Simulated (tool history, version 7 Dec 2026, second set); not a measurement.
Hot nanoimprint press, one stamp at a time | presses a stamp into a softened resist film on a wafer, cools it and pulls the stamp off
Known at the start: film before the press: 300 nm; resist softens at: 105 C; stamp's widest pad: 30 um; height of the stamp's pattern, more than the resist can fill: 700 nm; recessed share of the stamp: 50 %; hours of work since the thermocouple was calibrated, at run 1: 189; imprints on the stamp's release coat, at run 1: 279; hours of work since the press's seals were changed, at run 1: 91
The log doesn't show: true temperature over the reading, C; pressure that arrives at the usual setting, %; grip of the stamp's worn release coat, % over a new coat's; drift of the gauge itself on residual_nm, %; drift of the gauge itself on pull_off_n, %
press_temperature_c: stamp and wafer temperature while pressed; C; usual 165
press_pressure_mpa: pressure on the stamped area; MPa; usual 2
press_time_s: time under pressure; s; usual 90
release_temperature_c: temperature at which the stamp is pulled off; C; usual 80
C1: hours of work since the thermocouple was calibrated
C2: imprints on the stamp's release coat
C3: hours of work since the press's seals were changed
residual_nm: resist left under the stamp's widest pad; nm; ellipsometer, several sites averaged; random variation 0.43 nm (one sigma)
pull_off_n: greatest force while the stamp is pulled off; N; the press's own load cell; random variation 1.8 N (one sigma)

Run 1, hour 0: usual settings; C1 189; C2 279; C3 91. Result: residual_nm 174.3 nm, pull_off_n 245 N.
Run 2, hour 15.5: usual settings but release_temperature_c 79 C; C1 198; C2 337; C3 100. Result: residual_nm 174.1 nm, pull_off_n 243 N.
Run 3, hour 32.4: usual settings but release_temperature_c 79 C; C1 208; C2 400; C3 110. Result: residual_nm 173.6 nm, pull_off_n 249 N.
Run 4, hour 42.1: usual settings; C1 214; C2 436; C3 116. Result: residual_nm 173.8 nm, pull_off_n 242 N.
Run 5, hour 59: usual settings; C1 224; C2 498; C3 126. Result: residual_nm 173.8 nm, pull_off_n 252 N.
Run 6, hour 72.3: usual settings but release_temperature_c 73 C; C1 232; C2 548; C3 134. Result: residual_nm 173.4 nm, pull_off_n 264 N.
Run 7, hour 81.2: usual settings but release_temperature_c 73 C; C1 237; C2 581; C3 139. Result: residual_nm 172.6 nm, pull_off_n 265 N.
Run 8, hour 98.2: usual settings but press_time_s 173 s; C1 247; C2 644; C3 149. Result: residual_nm 139.3 nm, pull_off_n 257 N.
Run 9, hour 114.2: usual settings; C1 256; C2 703; C3 158. Result: residual_nm 172 nm, pull_off_n 258 N.
Run 10, hour 122.7: usual settings; C1 261; C2 735; C3 163. Result: residual_nm 172.2 nm, pull_off_n 262 N.
Run 11, hour 130.1: usual settings but press_pressure_mpa 2.6 MPa; C1 266; C2 762; C3 167. Result: residual_nm 152.7 nm, pull_off_n 263 N.
Run 12, hour 141.2: usual settings but release_temperature_c 66 C; C1 272; C2 804; C3 174. Result: residual_nm 171.4 nm, pull_off_n 286 N.
Run 13, hour 153.6: usual settings; C1 279; C2 850; C3 181. Result: residual_nm 172.2 nm, pull_off_n 267 N.
At hour 166.6: stamp cleaned and given a new release coat.
Run 14, hour 175.4: usual settings; C1 289; C2 32; C3 191. Result: residual_nm 171.8 nm, pull_off_n 231 N.

Run 15 comes next. What will it give?
Run 15, hour 189.6: usual settings but press_temperature_c 161 C; C1 297; C2 85; C3 199. Result: residual_nm ?, pull_off_n ?.

{"run 15": {"residual_nm": 207.9, "pull_off_n": 232}}
Without the tool's hidden state the same run would have given residual_nm 215.5 nm, pull_off_n 229 N.
